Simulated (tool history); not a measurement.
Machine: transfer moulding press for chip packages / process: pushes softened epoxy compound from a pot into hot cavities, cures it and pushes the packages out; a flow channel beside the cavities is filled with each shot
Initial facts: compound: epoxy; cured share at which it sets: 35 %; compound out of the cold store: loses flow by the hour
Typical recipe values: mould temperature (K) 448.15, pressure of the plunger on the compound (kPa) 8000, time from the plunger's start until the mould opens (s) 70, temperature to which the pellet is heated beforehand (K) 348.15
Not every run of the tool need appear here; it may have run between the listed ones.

run	hour	mould temperature (K)	pressure of the plunger on the compound (kPa)	time from the plunger's start until the mould opens (s)	temperature to which the pellet is heated beforehand (K)	incoming compound's hours out of the cold store	length that the compound runs in the flow channel (mm)	greatest force on the pins that push the packages out (N)
1	0	448.15	8000	70	348.15	45.1	711	620
2	50.7	448.15	8000	70	350.15	42.1	709	1024
# hour 64.9: cavities cleaned with cleaning compound and waxed
3	78.9	448.15	8000	70	350.15	10.9	756	747
4	117.9	448.15	8000	70	350.15	43.3	696	994
# hour 128.8: cavities cleaned with cleaning compound and waxed
5	174.3	448.15	8000	70	350.15	37.6	696	944
# hour 190: plunger's sealing rings changed
# hour 193.7: cavities cleaned with cleaning compound and waxed
6	231.7	448.15	9990	70	348.15	41.4	816	944
# hour 255.8: cavities cleaned with cleaning compound and waxed
7	267	448.15	8000	54	348.15	23.3	749	1445
8	295.2	448.15	8000	54	348.15	18.2	759	1817
# hour 318.2: cavities cleaned with cleaning compound and waxed
9	322.5	448.15	6250	70	348.15	36	632	677
10	364.6	448.15	8790	63	345.15	22.8	777	1285
# hour 380.4: cavities cleaned with cleaning compound and waxed
11	411.7	448.15	8790	63	345.15	31.1	744	1123
# hour 444.6: cavities cleaned with cleaning compound and waxed
12	453.5	448.15	7160	97	348.15	10	702	543
# hour 462.6: plunger's sealing rings changed
# hour 510.6: cavities cleaned with cleaning compound and waxed
13	513.4	448.15	7160	97	348.15	10.7	725	482
14	541.2	448.15	7160	97	348.15	43.9	678	660
# hour 557.8: mould's thermocouples calibrated
# hour 575.9: cavities cleaned with cleaning compound and waxed
15	577.7	448.15	9260	52	351.15	19.4	821	1318

Run 16 is up next; what results do you expect?
16	631.1	448.15	9260	52	351.15	34.6	?	?

Run 16 came out at length that the compound runs in the flow channel (mm) 765, greatest force on the pins that push the packages out (N) 2076.
On a tool with no hidden condition, and with the same random variation, this run would have come out at length that the compound runs in the flow channel (mm) 799, greatest force on the pins that push the packages out (N) 1198.
